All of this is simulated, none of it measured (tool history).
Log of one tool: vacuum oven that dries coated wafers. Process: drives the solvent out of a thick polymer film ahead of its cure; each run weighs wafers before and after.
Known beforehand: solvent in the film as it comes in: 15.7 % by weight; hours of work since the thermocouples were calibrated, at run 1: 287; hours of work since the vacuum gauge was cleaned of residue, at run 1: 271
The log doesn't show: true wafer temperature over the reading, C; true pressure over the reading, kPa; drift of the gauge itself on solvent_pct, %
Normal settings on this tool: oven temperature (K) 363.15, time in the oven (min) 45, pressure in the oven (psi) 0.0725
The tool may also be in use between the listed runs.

run,hour,oven temperature (K),time in the oven (min),pressure in the oven (psi),hours of work since the thermocouples were calibrated,hours of work since the vacuum gauge was cleaned of residue,solvent left in the film (%)
1,0.0,363.15,45,0.0725,287,271,0.80
2,20.8,363.15,45,0.0725,298,282,0.74
3,33.2,363.15,45,0.0725,305,289,0.80
4,49.8,363.15,45,0.0725,314,298,0.77
5,69.7,363.15,24,0.0725,325,309,2.56
6,89.2,363.15,24,0.0725,336,319,2.57
7,105.1,363.15,45,0.0725,345,328,0.75
8,124.3,363.15,45,0.0725,355,339,0.77
9,133.6,363.15,45,0.0725,360,344,0.75
10,154.4,363.15,45,0.0725,371,355,0.77
11,175.2,363.15,45,0.0679,383,366,0.78
12,189.3,363.15,45,0.0679,391,374,0.77
13,203.6,363.15,45,0.0679,398,382,0.75
14,214.7,363.15,45,0.0679,404,388,0.73
15,233.0,363.15,45,0.0725,414,398,0.77
16,242.1,363.15,45,0.0773,419,403,0.73
17,258.1,363.15,45,0.0773,428,412,0.75
18,272.4,363.15,45,0.0773,436,419,0.79
19,285.9,363.15,45,0.0773,443,427,0.79
20,304.6,363.15,45,0.0773,454,437,0.78
21,325.2,374.15,45,0.0773,465,448,0.16
22,334.0,374.15,45,0.0773,470,453,0.18
23,353.2,366.15,63,0.1242,480,464,0.31
24,373.2,353.15,25,0.0725,491,475,5.73
25,390.8,359.15,61,0.0716,501,484,0.74
26,406.9,359.15,61,0.0716,509,493,0.72
27,422.2,367.15,45,0.1463,518,501,0.58
28,443.1,365.15,45,0.2651,529,513,0.91
29,457.1,365.15,45,0.2651,537,520,1.02
30,475.6,349.15,42,0.0917,547,530,4.75
31,495.3,349.15,29,0.1379,558,541,6.57
32,514.4,367.15,27,0.1711,568,552,1.37
33,524.0,368.15,64,0.0367,573,557,0.12
34,540.4,363.15,44,0.0725,582,566,0.79
35,557.5,363.15,59,0.1777,592,575,0.65
36,567.5,363.15,59,0.1777,597,581,0.72
37,584.2,363.15,34,0.0725,606,590,1.34
38,594.6,377.15,35,0.0415,612,596,0.12
39,609.8,361.15,32,0.0821,620,604,2.02
40,630.8,369.15,45,0.0938,632,615,0.33
41,639.4,369.15,35,0.0776,637,620,0.52
42,656.6,363.15,26,0.1561,646,629,2.43

Measured less the same run without the tool's hidden state. The same run-to-run variation is in both; the gauge's scatter may not be:
run,solvent left in the film (%)
1,+0.00
2,+0.00
3,+0.00
4,+0.00
5,-0.02
6,-0.03
7,+0.00
8,+0.00
9,+0.00
10,+0.00
11,+0.00
12,+0.00
13,+0.00
14,+0.00
15,+0.00
16,+0.00
17,-0.01
18,+0.00
19,+0.00
20,-0.01
21,+0.02
22,+0.02
23,+0.02
24,-0.06
25,+0.00
26,+0.00
27,+0.01
28,+0.00
29,+0.00
30,-0.07
31,-0.07
32,-0.04
33,+0.03
34,-0.01
35,+0.01
36,+0.01
37,-0.04
38,+0.02
39,-0.06
40,+0.02
41,+0.00
42,-0.08
